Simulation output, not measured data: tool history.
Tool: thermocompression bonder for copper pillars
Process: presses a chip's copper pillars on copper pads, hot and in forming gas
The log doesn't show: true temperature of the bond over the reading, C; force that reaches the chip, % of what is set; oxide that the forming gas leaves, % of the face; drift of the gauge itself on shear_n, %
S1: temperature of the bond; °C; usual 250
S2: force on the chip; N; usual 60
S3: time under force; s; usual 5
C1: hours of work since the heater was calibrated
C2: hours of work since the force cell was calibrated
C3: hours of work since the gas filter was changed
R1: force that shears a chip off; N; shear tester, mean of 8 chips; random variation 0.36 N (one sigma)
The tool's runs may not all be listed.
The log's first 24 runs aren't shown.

run   hour   S1  S2  S3   C1   C2   C3    R1
 25  351.9  261  51   9  440  348  274  43.5
 26  361.1  263  51  14  444  353  278  50.2
 27  370.5  244  62  13  448  357  282  51.3
 28  390.5  256  87   5  457  366  291  55.8
 29  411.6  243  60   5  467  376  301  35.9
 30  429.7  243  60   5  475  384  309  35.5
     439.9  -- forming gas filter changed
 31  446.1  243  60   5  483  391    3  36.9
 32  465.5  249  77   5  492  400   12  49.9
 33  480.1  250  38   4  498  407   18    21
 34    497  228  60   5  506  415   26  31.8
     506.2  -- heater calibrated with a thermocouple chip
 35  519.7  248  46   7    6  424   36  30.4
 36  530.7  250  60  14   11  429   41  51.7
 37  551.6  261  52   5   21  439   50  35.9
 38    571  261  52   5   30  448   59  34.7
 39  581.8  230  52   5   35  453   64    25

Forecast each of these 5 alternatives for the next run:
  A  599.2  250  62   5  43  460  72   ?
  B  599.2  230  74   5  43  460  72   ?
  C  599.2  241  52   5  43  460  72   ?
  D  599.2  230  52   5  43  460  72   ?
  E  599.2  250  47   5  43  460  72   ?

run    R1
  A  38.5
  B  38.7
  C  28.8
  D  25.8
  E  28.2
Without the tool's hidden state the same runs would have given:
run    R1
  A  37.7
  B  37.8
  C  28.1
  D  25.1
  E  27.5
